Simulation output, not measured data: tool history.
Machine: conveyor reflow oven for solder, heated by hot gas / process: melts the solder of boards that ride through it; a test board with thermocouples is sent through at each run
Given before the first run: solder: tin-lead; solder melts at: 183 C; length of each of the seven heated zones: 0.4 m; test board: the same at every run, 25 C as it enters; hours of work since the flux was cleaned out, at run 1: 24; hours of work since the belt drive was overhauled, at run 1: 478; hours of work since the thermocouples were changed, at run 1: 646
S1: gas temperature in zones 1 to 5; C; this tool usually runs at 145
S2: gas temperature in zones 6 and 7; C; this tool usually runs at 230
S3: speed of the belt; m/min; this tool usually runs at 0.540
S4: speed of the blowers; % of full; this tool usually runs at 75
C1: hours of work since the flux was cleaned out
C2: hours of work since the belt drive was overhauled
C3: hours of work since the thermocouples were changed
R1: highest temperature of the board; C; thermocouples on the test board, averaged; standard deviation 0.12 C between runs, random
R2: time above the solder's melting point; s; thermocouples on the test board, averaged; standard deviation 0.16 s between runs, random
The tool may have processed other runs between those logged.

run 1 hour=0.0 | S1=145 S2=230 S3=0.540 S4=75 | C1=24 C2=478 C3=646 | R1=212.2 R2=64.8
run 2 hour=13.1 | S1=145 S2=230 S3=0.540 S4=75 | C1=31 C2=484 C3=652 | R1=212.2 R2=64.9
run 3 hour=36.1 | S1=145 S2=230 S3=0.540 S4=75 | C1=42 C2=495 C3=663 | R1=212.2 R2=64.6
run 4 hour=61.6 | S1=145 S2=230 S3=0.540 S4=75 | C1=54 C2=507 C3=675 | R1=212.0 R2=64.6
run 5 hour=82.1 | S1=145 S2=230 S3=0.540 S4=75 | C1=64 C2=517 C3=685 | R1=212.2 R2=64.7
run 6 hour=108.5 | S1=145 S2=230 S3=0.540 S4=75 | C1=76 C2=529 C3=697 | R1=212.1 R2=64.9
run 7 hour=120.7 | S1=145 S2=230 S3=0.540 S4=75 | C1=82 C2=535 C3=703 | R1=212.2 R2=64.8
run 8 hour=140.5 | S1=145 S2=230 S3=0.540 S4=75 | C1=91 C2=544 C3=713 | R1=212.1 R2=64.5
run 9 hour=159.9 | S1=145 S2=230 S3=0.540 S4=75 | C1=100 C2=554 C3=722 | R1=211.9 R2=64.6
run 10 hour=171.0 | S1=145 S2=230 S3=0.540 S4=75 | C1=106 C2=559 C3=727 | R1=212.1 R2=64.3
run 11 hour=195.2 | S1=145 S2=230 S3=0.540 S4=75 | C1=117 C2=570 C3=739 | R1=212.1 R2=64.8
run 12 hour=210.3 | S1=145 S2=243 S3=0.540 S4=64 | C1=124 C2=578 C3=746 | R1=219.7 R2=71.4
run 13 hour=223.2 | S1=145 S2=230 S3=0.540 S4=58 | C1=131 C2=584 C3=752 | R1=207.8 R2=58.1
-- hour=229.2 belt drive overhauled, speed set with a stopwatch
run 14 hour=247.1 | S1=134 S2=239 S3=0.584 S4=56 | C1=140 C2=9 C3=761 | R1=208.3 R2=49.5
-- hour=272.0 belt drive overhauled, speed set with a stopwatch, once more
run 15 hour=277.6 | S1=134 S2=239 S3=0.598 S4=75 | C1=153 C2=3 C3=774 | R1=212.2 R2=52.2
run 16 hour=293.1 | S1=130 S2=227 S3=0.476 S4=71 | C1=160 C2=10 C3=781 | R1=209.2 R2=62.3
run 17 hour=304.7 | S1=145 S2=227 S3=0.615 S4=75 | C1=165 C2=16 C3=787 | R1=204.6 R2=46.3
run 18 hour=330.2 | S1=145 S2=227 S3=0.615 S4=75 | C1=178 C2=28 C3=799 | R1=204.4 R2=46.0
run 19 hour=345.4 | S1=144 S2=221 S3=0.547 S4=71 | C1=185 C2=35 C3=806 | R1=202.5 R2=49.8

5 ways to go on from here, each from the tool as it stands after run 19. What would each give?
run A hour=370.2 | S1=144 S2=221 S3=0.642 S4=71 | C1=197 C2=47 C3=818 | R1=? R2=?
run B hour=370.2 | S1=145 S2=243 S3=0.564 S4=82 | C1=197 C2=47 C3=818 | R1=? R2=?
run C hour=370.2 | S1=144 S2=245 S3=0.468 S4=83 | C1=197 C2=47 C3=818 | R1=? R2=?
run D hour=370.2 | S1=145 S2=239 S3=0.540 S4=75 | C1=197 C2=47 C3=818 | R1=? R2=?
run E hour=370.2 | S1=132 S2=231 S3=0.540 S4=81 | C1=197 C2=47 C3=818 | R1=? R2=?

run=A R1=196.9 R2=33.0
run=B R1=221.9 R2=69.6
run=C R1=229.8 R2=90.7
run=D R1=218.7 R2=69.8
run=E R1=210.7 R2=56.4
Stripped of hidden state, with their random variation kept, the same runs would have yielded:
run=A R1=197.8 R2=34.7
run=B R1=222.8 R2=70.4
run=C R1=230.6 R2=91.1
run=D R1=219.6 R2=70.6
run=E R1=211.6 R2=57.6
